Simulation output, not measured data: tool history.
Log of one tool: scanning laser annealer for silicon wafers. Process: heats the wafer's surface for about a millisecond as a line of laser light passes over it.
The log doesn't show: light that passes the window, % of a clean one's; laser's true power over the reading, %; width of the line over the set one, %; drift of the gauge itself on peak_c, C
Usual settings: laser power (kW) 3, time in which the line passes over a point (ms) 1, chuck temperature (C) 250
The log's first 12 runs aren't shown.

| run | hour | laser power (kW) | time in which the line passes over a point (ms) | chuck temperature (C) | hours of work since the window was cleaned | hours of work since the power meter was calibrated | hours of work since the optics were aligned | highest temperature of the surface (C) |
|---|---|---|---|---|---|---|---|---|
|  | 607.6 | window over the wafer cleaned |
| 13 | 636.9 | 3.259 | 1 | 214 | 14 | 360 | 1878 | 1054 |
| 14 | 697.4 | 3 | 1 | 250 | 42 | 388 | 1906 | 1015 |
| 15 | 731.3 | 3 | 1 | 250 | 57 | 403 | 1921 | 1013 |
|  | 775.1 | optics aligned, line set to its width |
| 16 | 775.1 | 3 | 1 | 250 | 75 | 421 | 0 | 1025 |
| 17 | 824.3 | 3 | 1 | 250 | 98 | 444 | 23 | 1025 |
| 18 | 857.2 | 3 | 1 | 250 | 113 | 459 | 38 | 1027 |
| 19 | 901.7 | 3 | 1 | 250 | 134 | 480 | 59 | 1025 |
| 20 | 954.2 | 2.975 | 1 | 223 | 158 | 504 | 83 | 986 |
| 21 | 1001.4 | 2.975 | 1 | 223 | 180 | 526 | 105 | 985 |
| 22 | 1045.4 | 2.9 | 0.96 | 250 | 200 | 546 | 125 | 975 |
| 23 | 1101 | 2.9 | 0.96 | 250 | 226 | 572 | 151 | 972 |
| 24 | 1159.9 | 2.9 | 0.71 | 250 | 253 | 599 | 178 | 875 |
| 25 | 1199.9 | 2.9 | 0.71 | 250 | 272 | 618 | 196 | 871 |
| 26 | 1240.1 | 2.9 | 0.71 | 250 | 290 | 636 | 215 | 870 |
| 27 | 1282.2 | 2.9 | 0.71 | 250 | 310 | 656 | 235 | 871 |
| 28 | 1321.1 | 3.238 | 0.92 | 288 | 328 | 674 | 252 | 1085 |
| 29 | 1361.4 | 3.15 | 0.92 | 288 | 346 | 692 | 271 | 1056 |
| 30 | 1399.7 | 3.15 | 0.92 | 288 | 364 | 710 | 289 | 1053 |
| 31 | 1457.7 | 3.15 | 0.92 | 288 | 391 | 737 | 316 | 1053 |
| 32 | 1519.7 | 3.248 | 0.84 | 210 | 419 | 766 | 344 | 968 |
| 33 | 1554.2 | 2.849 | 1.18 | 252 | 435 | 781 | 360 | 1018 |
| 34 | 1598.8 | 3.009 | 0.74 | 245 | 456 | 802 | 381 | 892 |
| 35 | 1662.6 | 3 | 1.04 | 250 | 486 | 832 | 410 | 1010 |

4 ways to go on from here, each from the tool as it stands after run 35. What would each give?
| A | 1712.9 | 3 | 1.04 | 229 | 509 | 855 | 434 | ? |
| B | 1712.9 | 3.074 | 0.83 | 278 | 509 | 855 | 434 | ? |
| C | 1712.9 | 3 | 1 | 281 | 509 | 855 | 434 | ? |
| D | 1712.9 | 2.938 | 0.77 | 250 | 509 | 855 | 434 | ? |

| run | highest temperature of the surface (C) |
|---|---|
| A | 989 |
| B | 978 |
| C | 1026 |
| D | 892 |
Without the tool's hidden state the same runs would have given:
| run | highest temperature of the surface (C) |
|---|---|
| A | 1029 |
| B | 1015 |
| C | 1065 |
| D | 926 |
